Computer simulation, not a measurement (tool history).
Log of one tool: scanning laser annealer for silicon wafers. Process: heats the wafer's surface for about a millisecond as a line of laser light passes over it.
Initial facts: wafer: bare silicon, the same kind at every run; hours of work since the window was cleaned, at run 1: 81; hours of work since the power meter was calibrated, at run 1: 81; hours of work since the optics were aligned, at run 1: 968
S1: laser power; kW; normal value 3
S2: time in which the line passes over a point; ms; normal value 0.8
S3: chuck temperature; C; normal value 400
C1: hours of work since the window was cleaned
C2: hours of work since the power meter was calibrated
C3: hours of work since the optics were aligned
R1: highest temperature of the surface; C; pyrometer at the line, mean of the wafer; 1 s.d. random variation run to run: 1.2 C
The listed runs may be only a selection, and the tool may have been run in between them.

| run | day | S1 | S2 | S3 | C1 | C2 | C3 | R1 |
|---|---|---|---|---|---|---|---|---|
| 1 | 0 | 3 | 0.8 | 400 | 81 | 81 | 968 | 1191 |
| 2 | 2.675 | 3 | 0.8 | 400 | 125 | 125 | 1012 | 1187 |
|  | 6.5 | optics aligned, line set to its width |
| 3 | 6.638 | 3 | 0.8 | 400 | 186 | 186 | 2 | 1198 |
| 4 | 9.45 | 3 | 0.8 | 400 | 232 | 232 | 48 | 1198 |
| 5 | 12.121 | 3 | 0.8 | 400 | 276 | 276 | 92 | 1197 |
| 6 | 15.183 | 3 | 0.8 | 400 | 326 | 326 | 142 | 1196 |
| 7 | 17.825 | 3.218 | 0.763 | 384 | 369 | 369 | 185 | 1217 |

What does the tool deliver on the next run?
| 8 | 20.567 | 3.218 | 0.763 | 384 | 414 | 414 | 230 | ? |

R1: 1215 C
If the tool had no hidden condition, the same run with the same run-to-run variation would have returned R1 1227 C.

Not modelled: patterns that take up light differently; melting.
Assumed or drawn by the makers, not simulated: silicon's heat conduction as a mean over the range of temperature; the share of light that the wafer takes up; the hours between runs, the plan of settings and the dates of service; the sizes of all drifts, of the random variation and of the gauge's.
